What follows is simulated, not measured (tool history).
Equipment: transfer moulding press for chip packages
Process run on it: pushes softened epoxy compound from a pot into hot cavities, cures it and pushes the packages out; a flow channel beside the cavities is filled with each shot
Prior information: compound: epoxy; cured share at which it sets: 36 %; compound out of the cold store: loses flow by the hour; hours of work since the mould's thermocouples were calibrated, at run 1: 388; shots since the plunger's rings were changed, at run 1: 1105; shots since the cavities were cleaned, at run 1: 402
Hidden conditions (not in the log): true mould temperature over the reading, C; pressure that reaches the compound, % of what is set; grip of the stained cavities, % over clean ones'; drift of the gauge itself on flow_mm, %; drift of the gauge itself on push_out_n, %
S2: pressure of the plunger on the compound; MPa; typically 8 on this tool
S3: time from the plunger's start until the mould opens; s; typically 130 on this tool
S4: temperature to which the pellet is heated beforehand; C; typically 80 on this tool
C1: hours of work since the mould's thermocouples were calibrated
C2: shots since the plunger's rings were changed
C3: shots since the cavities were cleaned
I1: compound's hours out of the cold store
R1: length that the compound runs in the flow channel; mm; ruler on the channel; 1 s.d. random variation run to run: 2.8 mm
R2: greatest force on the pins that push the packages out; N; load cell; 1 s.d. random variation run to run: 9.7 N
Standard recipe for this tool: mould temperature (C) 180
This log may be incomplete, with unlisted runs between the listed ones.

Run 1, hour 0: usual settings; C1 388; C2 1105; C3 402; I1 15. Result: R1 624 mm, R2 442 N.
Run 2, hour 24.7: usual settings; C1 406; C2 1357; C3 654; I1 14.5. Result: R1 624 mm, R2 444 N.
At hour 33.2: cavities cleaned with cleaning compound and waxed.
Run 3, hour 64.2: usual settings but mould temperature (C) 177; C1 435; C2 1745; C3 316; I1 23.7. Result: R1 603 mm, R2 488 N.
Run 4, hour 96.6: usual settings; C1 459; C2 2075; C3 646; I1 27.2. Result: R1 584 mm, R2 471 N.
At hour 105.6: cavities cleaned with cleaning compound and waxed.
Run 5, hour 124.9: usual settings but S4 74 C; C1 478; C2 2348; C3 197; I1 9.5. Result: R1 649 mm, R2 451 N.
At hour 151.9: mould's thermocouples calibrated.
Run 6, hour 151.9: usual settings but S4 74 C; C1 0; C2 2604; C3 453; I1 29.5. Result: R1 576 mm, R2 443 N.
Run 7, hour 171.7: usual settings but S4 74 C; C1 15; C2 2805; C3 654; I1 35. Result: R1 560 mm, R2 425 N.
At hour 179: cavities cleaned with cleaning compound and waxed.
Run 8, hour 206.7: usual settings but S4 74 C; C1 39; C2 3147; C3 282; I1 43.4. Result: R1 540 mm, R2 438 N.
Run 9, hour 226.4: usual settings but S4 82 C; C1 54; C2 3348; C3 483; I1 25. Result: R1 595 mm, R2 448 N.
Run 10, hour 246.9: usual settings but S4 82 C; C1 69; C2 3558; C3 693; I1 19.1. Result: R1 609 mm, R2 452 N.
At hour 250.1: cavities cleaned with cleaning compound and waxed.
At hour 262.4: plunger's sealing rings changed.
Run 11, hour 271.1: usual settings but S4 82 C; C1 84; C2 88; C3 188; I1 22.6. Result: R1 603 mm, R2 446 N.
Run 12, hour 295.6: usual settings but S4 82 C; C1 102; C2 339; C3 439; I1 22.1. Result: R1 603 mm, R2 419 N.
Run 13, hour 315.2: usual settings but mould temperature (C) 178; C1 117; C2 538; C3 638; I1 8.5. Result: R1 657 mm, R2 479 N.
At hour 324: cavities cleaned with cleaning compound and waxed.
Run 14, hour 352.8: usual settings but mould temperature (C) 178; C1 143; C2 907; C3 294; I1 17.5. Result: R1 621 mm, R2 470 N.
Run 15, hour 376.2: usual settings but S4 86 C; C1 161; C2 1146; C3 533; I1 17.3. Result: R1 616 mm, R2 462 N.
At hour 395.6: cavities cleaned with cleaning compound and waxed.
Run 16, hour 412.1: usual settings but S2 8.33 MPa, S3 133 s, S4 85 C; C1 186; C2 1497; C3 169; I1 21.8. Result: R1 611 mm, R2 435 N.
Run 17, hour 440.5: usual settings but S2 6.8 MPa, S3 166 s, S4 77 C; C1 207; C2 1787; C3 459; I1 46.7. Result: R1 489 mm, R2 420 N.
At hour 467: cavities cleaned with cleaning compound and waxed.
Run 18, hour 474.3: usual settings but mould temperature (C) 188, S4 79 C; C1 231; C2 2116; C3 75; I1 20.7. Result: R1 593 mm, R2 421 N.
Run 19, hour 491.6: usual settings but mould temperature (C) 185, S2 8.95 MPa, S3 159 s, S4 84 C; C1 244; C2 2292; C3 251; I1 37.9. Result: R1 580 mm, R2 399 N.

Run 20 has not been measured yet. What should we expect?
Run 20, hour 523.9: usual settings but mould temperature (C) 185, S2 8.03 MPa, S3 167 s, S4 84 C; C1 268; C2 2622; C3 581; I1 8.1. Result: R1 ?, R2 ?.

R1: 650 mm
R2: 415 N
Were there no unlogged condition in the tool, this run, its random variation unchanged, would have produced R1 650 mm, R2 409 N.
